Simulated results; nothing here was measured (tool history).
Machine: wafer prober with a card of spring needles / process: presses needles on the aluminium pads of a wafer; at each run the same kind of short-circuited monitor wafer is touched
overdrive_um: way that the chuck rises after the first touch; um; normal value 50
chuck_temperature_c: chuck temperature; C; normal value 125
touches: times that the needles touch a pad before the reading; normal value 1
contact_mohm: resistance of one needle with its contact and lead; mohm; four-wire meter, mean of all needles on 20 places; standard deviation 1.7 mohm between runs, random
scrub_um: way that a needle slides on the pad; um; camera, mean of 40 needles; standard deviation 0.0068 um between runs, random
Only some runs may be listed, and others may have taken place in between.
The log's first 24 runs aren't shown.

{"run": 25, "hour": 353.4, "overdrive_um": 50, "chuck_temperature_c": 75, "touches": 3, "contact_mohm": 166, "scrub_um": 12.351}
{"run": 26, "hour": 363.5, "overdrive_um": 50, "chuck_temperature_c": 125, "touches": 2, "contact_mohm": 180, "scrub_um": 12.363}
{"hour": 369.5, "done": "tips cleaned on abrasive film"}
{"run": 27, "hour": 372.8, "overdrive_um": 56, "chuck_temperature_c": 125, "touches": 2, "contact_mohm": 177, "scrub_um": 13.847}
{"run": 28, "hour": 393.8, "overdrive_um": 64, "chuck_temperature_c": 125, "touches": 2, "contact_mohm": 171, "scrub_um": 15.826}
{"run": 29, "hour": 403.6, "overdrive_um": 47, "chuck_temperature_c": 125, "touches": 1, "contact_mohm": 180, "scrub_um": 11.613}
{"hour": 408.6, "done": "tips cleaned on abrasive film"}
{"run": 30, "hour": 418.4, "overdrive_um": 51, "chuck_temperature_c": 53, "touches": 2, "contact_mohm": 162, "scrub_um": 12.609}
{"run": 31, "hour": 430.6, "overdrive_um": 51, "chuck_temperature_c": 53, "touches": 2, "contact_mohm": 162, "scrub_um": 12.605}
{"run": 32, "hour": 442.5, "overdrive_um": 50, "chuck_temperature_c": 55, "touches": 1, "contact_mohm": 164, "scrub_um": 12.37}
{"hour": 447.6, "done": "tips cleaned on abrasive film"}
{"hour": 461.6, "done": "height of the first contact set anew"}
{"run": 33, "hour": 461.6, "overdrive_um": 50, "chuck_temperature_c": 55, "touches": 1, "contact_mohm": 167, "scrub_um": 12.375}
{"run": 34, "hour": 475.2, "overdrive_um": 31, "chuck_temperature_c": 55, "touches": 3, "contact_mohm": 176, "scrub_um": 7.671}

Consider 4 possible next runs. They are alternatives, not a sequence: every one starts from the tool as it was left by run 34. What does each give?
{"hour": 486.7, "done": "tips cleaned on abrasive film"}
{"run": "A", "hour": 492.1, "overdrive_um": 63, "chuck_temperature_c": 39, "touches": 2, "contact_mohm": "?", "scrub_um": "?"}
{"hour": 486.7, "done": "tips cleaned on abrasive film"}
{"run": "B", "hour": 492.1, "overdrive_um": 50, "chuck_temperature_c": 125, "touches": 3, "contact_mohm": "?", "scrub_um": "?"}
{"hour": 486.7, "done": "tips cleaned on abrasive film"}
{"run": "C", "hour": 492.1, "overdrive_um": 50, "chuck_temperature_c": 30, "touches": 2, "contact_mohm": "?", "scrub_um": "?"}
{"hour": 486.7, "done": "tips cleaned on abrasive film"}
{"run": "D", "hour": 492.1, "overdrive_um": 49, "chuck_temperature_c": 52, "touches": 3, "contact_mohm": "?", "scrub_um": "?"}

run=A contact_mohm=160 scrub_um=15.572
run=B contact_mohm=177 scrub_um=12.36
run=C contact_mohm=157 scrub_um=12.345
run=D contact_mohm=163 scrub_um=12.106
What these runs would have given with no unlogged condition in the tool:
run=A contact_mohm=160 scrub_um=15.572
run=B contact_mohm=177 scrub_um=12.36
run=C contact_mohm=157 scrub_um=12.346
run=D contact_mohm=163 scrub_um=12.106
